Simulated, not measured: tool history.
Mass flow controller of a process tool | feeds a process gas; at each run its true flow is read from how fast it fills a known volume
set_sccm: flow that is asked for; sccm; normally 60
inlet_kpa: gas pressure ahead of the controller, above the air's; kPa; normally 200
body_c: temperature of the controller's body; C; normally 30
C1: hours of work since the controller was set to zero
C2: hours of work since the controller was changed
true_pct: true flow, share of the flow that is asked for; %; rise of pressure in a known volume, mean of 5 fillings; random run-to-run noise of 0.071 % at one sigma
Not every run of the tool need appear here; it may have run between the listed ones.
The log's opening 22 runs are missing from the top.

Run 23, hour 1959.1: usual settings; C1 2643; C2 2643. Result: true_pct 99.79 %.
Run 24, hour 2056: usual settings; C1 2685; C2 2685. Result: true_pct 99.76 %.
Run 25, hour 2163.9: usual settings but body_c 38 C; C1 2731; C2 2731. Result: true_pct 100.11 %.
Run 26, hour 2236.5: usual settings but body_c 38 C; C1 2763; C2 2763. Result: true_pct 100.05 %.
Run 27, hour 2365.7: usual settings but set_sccm 80 sccm, inlet_kpa 231 kPa, body_c 26 C; C1 2819; C2 2819. Result: true_pct 99.38 %.
Run 28, hour 2450.2: usual settings but set_sccm 80 sccm, inlet_kpa 231 kPa, body_c 26 C; C1 2855; C2 2855. Result: true_pct 99.44 %.
Run 29, hour 2538: usual settings but set_sccm 80 sccm, inlet_kpa 231 kPa, body_c 26 C; C1 2893; C2 2893. Result: true_pct 99.35 %.
Run 30, hour 2596.4: usual settings but set_sccm 114 sccm, inlet_kpa 178 kPa, body_c 39 C; C1 2919; C2 2919. Result: true_pct 100.33 %.
Run 31, hour 2700.2: usual settings but set_sccm 114 sccm, inlet_kpa 178 kPa, body_c 39 C; C1 2964; C2 2964. Result: true_pct 100.3 %.
Run 32, hour 2798.8: usual settings but set_sccm 114 sccm, inlet_kpa 178 kPa, body_c 39 C; C1 3006; C2 3006. Result: true_pct 100.33 %.
Run 33, hour 2904.8: usual settings but set_sccm 101 sccm, inlet_kpa 144 kPa, body_c 34 C; C1 3052; C2 3052. Result: true_pct 100.33 %.
Run 34, hour 3024.4: usual settings but set_sccm 102 sccm, inlet_kpa 254 kPa, body_c 36 C; C1 3104; C2 3104. Result: true_pct 99.59 %.
Run 35, hour 3139.5: usual settings but set_sccm 102 sccm, inlet_kpa 214 kPa, body_c 25 C; C1 3154; C2 3154. Result: true_pct 99.62 %.
Run 36, hour 3207: usual settings but set_sccm 102 sccm, inlet_kpa 214 kPa, body_c 25 C; C1 3183; C2 3183. Result: true_pct 99.65 %.
Run 37, hour 3291.4: usual settings but inlet_kpa 142 kPa, body_c 24 C; C1 3220; C2 3220. Result: true_pct 100.13 %.
Run 38, hour 3401.8: usual settings but set_sccm 37 sccm; C1 3268; C2 3268. Result: true_pct 99.72 %.
Run 39, hour 3459.7: usual settings but set_sccm 89 sccm, body_c 26 C; C1 3293; C2 3293. Result: true_pct 99.68 %.
Run 40, hour 3553.9: usual settings but set_sccm 89 sccm, body_c 26 C; C1 3333; C2 3333. Result: true_pct 99.75 %.
Run 41, hour 3645.2: usual settings but set_sccm 36 sccm, body_c 26 C; C1 3373; C2 3373. Result: true_pct 99.61 %.
Run 42, hour 3741.6: usual settings but set_sccm 36 sccm, body_c 26 C; C1 3415; C2 3415. Result: true_pct 99.68 %.
Run 43, hour 3808.1: usual settings but set_sccm 82 sccm, inlet_kpa 254 kPa, body_c 31 C; C1 3444; C2 3444. Result: true_pct 99.48 %.
Run 44, hour 3909.7: usual settings but set_sccm 137 sccm, inlet_kpa 170 kPa, body_c 31 C; C1 3488; C2 3488. Result: true_pct 100.26 %.
Run 45, hour 4025.9: usual settings but body_c 22 C; C1 3538; C2 3538. Result: true_pct 99.47 %.
Run 46, hour 4151.7: usual settings but set_sccm 44 sccm, inlet_kpa 146 kPa, body_c 33 C; C1 3592; C2 3592. Result: true_pct 100.33 %.

Estimate the outcome of run 47 from the log above:
Run 47, hour 4225.9: usual settings but set_sccm 24 sccm, inlet_kpa 143 kPa, body_c 22 C; C1 3624; C2 3624. Result: true_pct ?.

true_pct: 99.95 %
With the hidden condition absent and the run-to-run variation left alone, this run would have shown true_pct 99.92 %.

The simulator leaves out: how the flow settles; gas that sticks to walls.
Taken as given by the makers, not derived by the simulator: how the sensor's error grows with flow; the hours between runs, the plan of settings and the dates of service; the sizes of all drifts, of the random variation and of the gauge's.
